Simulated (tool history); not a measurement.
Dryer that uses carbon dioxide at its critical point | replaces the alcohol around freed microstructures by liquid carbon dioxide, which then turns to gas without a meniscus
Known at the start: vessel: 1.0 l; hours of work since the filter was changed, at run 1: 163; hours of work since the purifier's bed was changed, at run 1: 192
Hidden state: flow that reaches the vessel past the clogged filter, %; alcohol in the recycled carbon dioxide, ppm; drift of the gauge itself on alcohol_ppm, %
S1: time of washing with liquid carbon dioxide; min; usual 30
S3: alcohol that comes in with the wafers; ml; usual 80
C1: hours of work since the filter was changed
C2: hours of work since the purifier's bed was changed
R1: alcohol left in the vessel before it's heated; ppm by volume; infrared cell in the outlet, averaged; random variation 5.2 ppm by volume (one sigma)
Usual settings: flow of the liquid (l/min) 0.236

Run 1, hour 0: usual settings; C1 163; C2 192. Result: R1 178 ppm by volume.
Run 2, hour 17: usual settings; C1 170; C2 199. Result: R1 180 ppm by volume.
Run 3, hour 44.7: usual settings; C1 181; C2 210. Result: R1 186 ppm by volume.
Run 4, hour 67.8: usual settings; C1 190; C2 219. Result: R1 179 ppm by volume.
Run 5, hour 92.2: usual settings but flow of the liquid (l/min) 0.273; C1 200; C2 229. Result: R1 110 ppm by volume.
Run 6, hour 110.5: usual settings but flow of the liquid (l/min) 0.273; C1 207; C2 236. Result: R1 116 ppm by volume.
Run 7, hour 136: usual settings but flow of the liquid (l/min) 0.273; C1 218; C2 247. Result: R1 114 ppm by volume.
At hour 141.4: inlet filter changed.
Run 8, hour 163.3: usual settings but flow of the liquid (l/min) 0.273; C1 9; C2 257. Result: R1 88 ppm by volume.
Run 9, hour 184.9: usual settings but flow of the liquid (l/min) 0.273; C1 18; C2 266. Result: R1 80 ppm by volume.
Run 10, hour 204.4: usual settings but flow of the liquid (l/min) 0.273; C1 25; C2 274. Result: R1 83 ppm by volume.
Run 11, hour 224.9: usual settings but flow of the liquid (l/min) 0.273; C1 34; C2 282. Result: R1 92 ppm by volume.
Run 12, hour 242.1: usual settings but S3 54 ml; C1 41; C2 289. Result: R1 127 ppm by volume.
Run 13, hour 260.4: usual settings but S3 54 ml; C1 48; C2 296. Result: R1 135 ppm by volume.
Run 14, hour 279.5: usual settings but S3 54 ml; C1 56; C2 304. Result: R1 127 ppm by volume.
Run 15, hour 300.5: usual settings but flow of the liquid (l/min) 0.363; C1 64; C2 312. Result: R1 66 ppm by volume.
Run 16, hour 313.9: usual settings but flow of the liquid (l/min) 0.363; C1 69; C2 318. Result: R1 64 ppm by volume.
Run 17, hour 333.3: usual settings; C1 77; C2 326. Result: R1 185 ppm by volume.
Run 18, hour 361.4: usual settings; C1 89; C2 337. Result: R1 179 ppm by volume.
Run 19, hour 382.1: usual settings; C1 97; C2 345. Result: R1 183 ppm by volume.
Run 20, hour 400.8: usual settings but S1 24 min; C1 104; C2 353. Result: R1 512 ppm by volume.
Run 21, hour 418.7: usual settings but S1 24 min; C1 112; C2 360. Result: R1 495 ppm by volume.
Run 22, hour 435.6: usual settings but S1 32 min, flow of the liquid (l/min) 0.149, S3 35 ml; C1 118; C2 367. Result: R1 579 ppm by volume.
Run 23, hour 448.9: usual settings but flow of the liquid (l/min) 0.248, S3 98 ml; C1 124; C2 372. Result: R1 191 ppm by volume.
Run 24, hour 474.9: usual settings but S1 25 min, flow of the liquid (l/min) 0.384, S3 81 ml; C1 134; C2 383. Result: R1 91 ppm by volume.
Run 25, hour 496.3: usual settings but S1 40 min, flow of the liquid (l/min) 0.164, S3 37 ml; C1 143; C2 391. Result: R1 201 ppm by volume.
Run 26, hour 509: usual settings but S1 18 min, flow of the liquid (l/min) 0.329, S3 112 ml; C1 148; C2 396. Result: R1 531 ppm by volume.
Run 27, hour 521.5: usual settings but S1 20 min, flow of the liquid (l/min) 0.362; C1 153; C2 401. Result: R1 182 ppm by volume.
Run 28, hour 542.6: usual settings but flow of the liquid (l/min) 0.157, S3 48 ml; C1 162; C2 410. Result: R1 848 ppm by volume.
Run 29, hour 567.7: usual settings but flow of the liquid (l/min) 0.395, S3 66 ml; C1 172; C2 420. Result: R1 85 ppm by volume.
Run 30, hour 583.8: usual settings but S1 33 min, flow of the liquid (l/min) 0.361, S3 26 ml; C1 178; C2 426. Result: R1 89 ppm by volume.
Run 31, hour 607.2: usual settings but S1 33 min, flow of the liquid (l/min) 0.361, S3 26 ml; C1 187; C2 436. Result: R1 96 ppm by volume.
Run 32, hour 620.3: usual settings but flow of the liquid (l/min) 0.168, S3 77 ml; C1 193; C2 441. Result: R1 1014 ppm by volume.
Run 33, hour 646.6: usual settings but flow of the liquid (l/min) 0.168, S3 77 ml; C1 203; C2 452. Result: R1 1030 ppm by volume.
Run 34, hour 670.8: usual settings but flow of the liquid (l/min) 0.288, S3 30 ml; C1 213; C2 461. Result: R1 109 ppm by volume.
At hour 686.4: inlet filter changed.
Run 35, hour 695.8: usual settings but flow of the liquid (l/min) 0.288, S3 30 ml; C1 4; C2 471. Result: R1 101 ppm by volume.
Run 36, hour 723.7: usual settings but flow of the liquid (l/min) 0.288, S3 30 ml; C1 15; C2 482. Result: R1 101 ppm by volume.
Run 37, hour 750.9: usual settings but S1 37 min, flow of the liquid (l/min) 0.188, S3 116 ml; C1 26; C2 493. Result: R1 266 ppm by volume.
Run 38, hour 767.1: usual settings but S1 22 min; C1 32; C2 500. Result: R1 677 ppm by volume.
Run 39, hour 784.8: usual settings but S1 22 min; C1 40; C2 507. Result: R1 689 ppm by volume.
Run 40, hour 806.5: usual settings but S1 43 min, S3 41 ml; C1 48; C2 516. Result: R1 100 ppm by volume.
Run 41, hour 821: usual settings but S1 20 min, flow of the liquid (l/min) 0.203, S3 37 ml; C1 54; C2 521. Result: R1 932 ppm by volume.
Run 42, hour 849.4: usual settings but S1 40 min, flow of the liquid (l/min) 0.308; C1 66; C2 533. Result: R1 110 ppm by volume.

Measured less the same run without the tool's hidden state. The same run-to-run variation is in both; the gauge's scatter may not be:
run    R1
  1   +92
  2   +90
  3   +97
  4  +100
  5   +71
  6   +76
  7   +77
  8   +52
  9   +54
 10   +57
 11   +58
 12   +63
 13   +67
 14   +69
 15   +62
 16   +61
 17   +85
 18   +88
 19   +94
 20  +154
 21  +160
 22  +162
 23  +103
 24   +78
 25  +110
 26  +202
 27  +110
 28  +261
 29   +79
 30   +81
 31   +84
 32  +354
 33  +371
 34   +92
 35   +90
 36   +95
 37  +106
 38  +136
 39  +144
 40   +97
 41  +164
 42  +102

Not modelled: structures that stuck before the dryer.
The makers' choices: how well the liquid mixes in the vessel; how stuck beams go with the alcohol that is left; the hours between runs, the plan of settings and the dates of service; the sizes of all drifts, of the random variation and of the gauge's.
